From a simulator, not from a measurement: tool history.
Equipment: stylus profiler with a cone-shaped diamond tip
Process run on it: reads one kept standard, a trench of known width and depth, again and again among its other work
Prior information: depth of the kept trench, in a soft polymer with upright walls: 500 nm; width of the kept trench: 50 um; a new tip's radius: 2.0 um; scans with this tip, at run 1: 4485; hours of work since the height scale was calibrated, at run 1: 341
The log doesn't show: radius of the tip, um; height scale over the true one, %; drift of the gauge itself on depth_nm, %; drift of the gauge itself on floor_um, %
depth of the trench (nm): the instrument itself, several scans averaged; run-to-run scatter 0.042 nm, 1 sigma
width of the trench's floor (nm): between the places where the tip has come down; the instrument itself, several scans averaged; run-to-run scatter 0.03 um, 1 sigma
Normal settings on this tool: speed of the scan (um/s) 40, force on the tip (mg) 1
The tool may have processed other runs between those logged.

| run | hour | speed of the scan (um/s) | force on the tip (mg) | scans with this tip | hours of work since the height scale was calibrated | depth of the trench (nm) | width of the trench's floor (nm) |
|---|---|---|---|---|---|---|---|
| 1 | 0 | 40 | 1 | 4485 | 341 | 503.4 | 46430 |
| 2 | 14.4 | 40 | 1 | 4580 | 348 | 503.39 | 46390 |
| 3 | 30.8 | 40 | 1 | 4689 | 356 | 503.38 | 46410 |
| 4 | 42.8 | 40 | 1 | 4768 | 362 | 503.34 | 46390 |
| 5 | 55.8 | 40 | 1 | 4854 | 369 | 503.27 | 46350 |
| 6 | 68.1 | 40 | 1.48 | 4936 | 375 | 504.37 | 46420 |
| 7 | 84.6 | 10 | 1 | 5045 | 383 | 503.31 | 46610 |
| 8 | 93.9 | 10 | 1.26 | 5107 | 388 | 503.94 | 46630 |
| 9 | 106.2 | 16 | 1.26 | 5188 | 394 | 503.92 | 46600 |
| 10 | 122.8 | 16 | 1.26 | 5298 | 402 | 503.9 | 46590 |
| 11 | 134.3 | 30 | 1 | 5374 | 408 | 503.32 | 46420 |
| 12 | 145 | 58 | 1 | 5446 | 413 | 503.25 | 46080 |
|  | 146.9 | height scale calibrated on a step standard |
| 13 | 156.6 | 58 | 1 | 5519 | 5 | 503.3 | 46170 |
| 14 | 171.7 | 58 | 1 | 5619 | 12 | 503.26 | 46090 |
| 15 | 179.7 | 58 | 1 | 5672 | 17 | 503.22 | 46100 |
| 16 | 192.2 | 40 | 1 | 5755 | 23 | 503.32 | 46340 |
| 17 | 199.6 | 40 | 1 | 5803 | 26 | 503.29 | 46210 |
| 18 | 213.2 | 40 | 1 | 5894 | 33 | 503.26 | 46240 |
|  | 222.1 | height scale calibrated on a step standard, once more |
| 19 | 222.1 | 40 | 1 | 5949 | 0 | 503.43 | 46250 |
| 20 | 237.3 | 40 | 1 | 6050 | 8 | 503.5 | 46240 |
| 21 | 249.9 | 130 | 1 | 6133 | 14 | 503.46 | 45400 |
| 22 | 260.2 | 130 | 1 | 6202 | 19 | 503.46 | 45370 |
| 23 | 271.3 | 130 | 1 | 6275 | 25 | 503.4 | 45320 |
| 24 | 284.4 | 130 | 1 | 6362 | 31 | 503.4 | 45320 |
| 25 | 298.9 | 130 | 1 | 6458 | 39 | 503.51 | 45370 |
| 26 | 308.2 | 44 | 2.14 | 6520 | 43 | 505.89 | 46280 |
| 27 | 318.5 | 44 | 2.14 | 6588 | 48 | 505.71 | 46250 |
| 28 | 330.3 | 119 | 0.46 | 6666 | 54 | 502 | 44870 |
| 29 | 339.5 | 49 | 0.93 | 6727 | 59 | 503.34 | 46060 |
| 30 | 356.4 | 44 | 2.92 | 6838 | 68 | 507.07 | 46320 |
| 31 | 371.1 | 44 | 2.92 | 6936 | 75 | 507.09 | 46320 |
| 32 | 379.6 | 44 | 2.92 | 6992 | 79 | 507.05 | 46250 |
| 33 | 396.2 | 44 | 2.92 | 7103 | 88 | 507 | 46230 |
| 34 | 412.1 | 40 | 0.83 | 7207 | 96 | 502.97 | 46080 |
| 35 | 423.2 | 40 | 0.83 | 7281 | 101 | 503.03 | 46070 |
| 36 | 434.3 | 12 | 0.34 | 7355 | 107 | 501.54 | 46270 |
| 37 | 450.5 | 105 | 1 | 7462 | 115 | 503.39 | 45460 |
| 38 | 467.7 | 105 | 1 | 7576 | 124 | 503.41 | 45450 |
| 39 | 475.7 | 29 | 0.72 | 7629 | 127 | 502.66 | 46150 |
| 40 | 488.3 | 29 | 0.39 | 7712 | 134 | 501.79 | 46040 |
| 41 | 501.1 | 29 | 0.39 | 7797 | 140 | 501.75 | 46020 |
| 42 | 517 | 41 | 2.29 | 7903 | 148 | 506.04 | 46180 |
| 43 | 527.9 | 20 | 2.68 | 7974 | 154 | 506.71 | 46280 |
| 44 | 535.2 | 149 | 1.81 | 8023 | 157 | 505.07 | 45340 |
| 45 | 544.4 | 60 | 1.68 | 8084 | 162 | 504.88 | 45930 |
| 46 | 558 | 120 | 2.82 | 8174 | 169 | 506.86 | 45780 |

Results per run with the tool's hidden condition removed, run-to-run variation unchanged:
| run | depth of the trench (nm) | width of the trench's floor (nm) |
|---|---|---|
| 1 | 503.57 | 47000 |
| 2 | 503.56 | 46970 |
| 3 | 503.55 | 47010 |
| 4 | 503.52 | 47000 |
| 5 | 503.46 | 46970 |
| 6 | 504.55 | 47040 |
| 7 | 503.5 | 47250 |
| 8 | 504.14 | 47270 |
| 9 | 504.12 | 47250 |
| 10 | 504.11 | 47260 |
| 11 | 503.53 | 47090 |
| 12 | 503.46 | 46750 |
| 13 | 503.55 | 46850 |
| 14 | 503.51 | 46790 |
| 15 | 503.48 | 46800 |
| 16 | 503.58 | 47050 |
| 17 | 503.56 | 46920 |
| 18 | 503.52 | 46970 |
| 19 | 503.49 | 46970 |
| 20 | 503.56 | 46980 |
| 21 | 503.53 | 46150 |
| 22 | 503.53 | 46120 |
| 23 | 503.48 | 46080 |
| 24 | 503.47 | 46090 |
| 25 | 503.59 | 46150 |
| 26 | 505.97 | 47070 |
| 27 | 505.8 | 47050 |
| 28 | 502.09 | 45670 |
| 29 | 503.43 | 46870 |
| 30 | 507.18 | 47140 |
| 31 | 507.2 | 47150 |
| 32 | 507.17 | 47080 |
| 33 | 507.11 | 47080 |
| 34 | 503.09 | 46940 |
| 35 | 503.16 | 46930 |
| 36 | 501.67 | 47140 |
| 37 | 503.53 | 46340 |
| 38 | 503.55 | 46340 |
| 39 | 502.8 | 47050 |
| 40 | 501.94 | 46950 |
| 41 | 501.9 | 46930 |
| 42 | 506.2 | 47110 |
| 43 | 506.88 | 47220 |
| 44 | 505.23 | 46280 |
| 45 | 505.04 | 46880 |
| 46 | 507.04 | 46730 |
